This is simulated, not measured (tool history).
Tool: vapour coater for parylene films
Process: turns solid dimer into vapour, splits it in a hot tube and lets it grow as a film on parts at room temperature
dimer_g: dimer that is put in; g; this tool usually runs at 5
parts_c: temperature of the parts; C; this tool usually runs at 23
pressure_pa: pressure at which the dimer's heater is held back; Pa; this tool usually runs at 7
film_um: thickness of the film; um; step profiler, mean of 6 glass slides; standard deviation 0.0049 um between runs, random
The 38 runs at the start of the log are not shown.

run 39 hour=1466.7 | dimer_g=9 parts_c=23 pressure_pa=8.25 | film_um=4.06
run 40 hour=1496 | dimer_g=9 parts_c=23 pressure_pa=8.25 | film_um=4.052
-- hour=1499.6 gauge calibrated
run 41 hour=1549.8 | dimer_g=6 parts_c=25 pressure_pa=11.63 | film_um=2.498
run 42 hour=1585.3 | dimer_g=5 parts_c=25 pressure_pa=7.37 | film_um=2.158
run 43 hour=1624.5 | dimer_g=8 parts_c=24 pressure_pa=2.3 | film_um=3.91
run 44 hour=1662.4 | dimer_g=4 parts_c=33 pressure_pa=2.79 | film_um=1.394
-- hour=1669.7 trap's valve overhauled
run 45 hour=1713.2 | dimer_g=4 parts_c=33 pressure_pa=2.79 | film_um=1.38
run 46 hour=1741.6 | dimer_g=7 parts_c=20 pressure_pa=6.24 | film_um=3.65

Predict each of these 5 candidate next runs independently; none follows another, all start after run 46:
run A hour=1790.5 | dimer_g=6 parts_c=23 pressure_pa=5.79 | film_um=?
run B hour=1790.5 | dimer_g=3 parts_c=15 pressure_pa=2.09 | film_um=?
run C hour=1790.5 | dimer_g=5 parts_c=23 pressure_pa=9.02 | film_um=?
run D hour=1790.5 | dimer_g=7 parts_c=33 pressure_pa=7.39 | film_um=?
run E hour=1790.5 | dimer_g=3 parts_c=28 pressure_pa=7.75 | film_um=?

run=A film_um=2.826
run=B film_um=2.044
run=C film_um=2.282
run=D film_um=2.257
run=E film_um=1.151
Stripped of hidden state, with their random variation kept, the same runs would have yielded:
run=A film_um=2.837
run=B film_um=2.052
run=C film_um=2.29
run=D film_um=2.265
run=E film_um=1.156

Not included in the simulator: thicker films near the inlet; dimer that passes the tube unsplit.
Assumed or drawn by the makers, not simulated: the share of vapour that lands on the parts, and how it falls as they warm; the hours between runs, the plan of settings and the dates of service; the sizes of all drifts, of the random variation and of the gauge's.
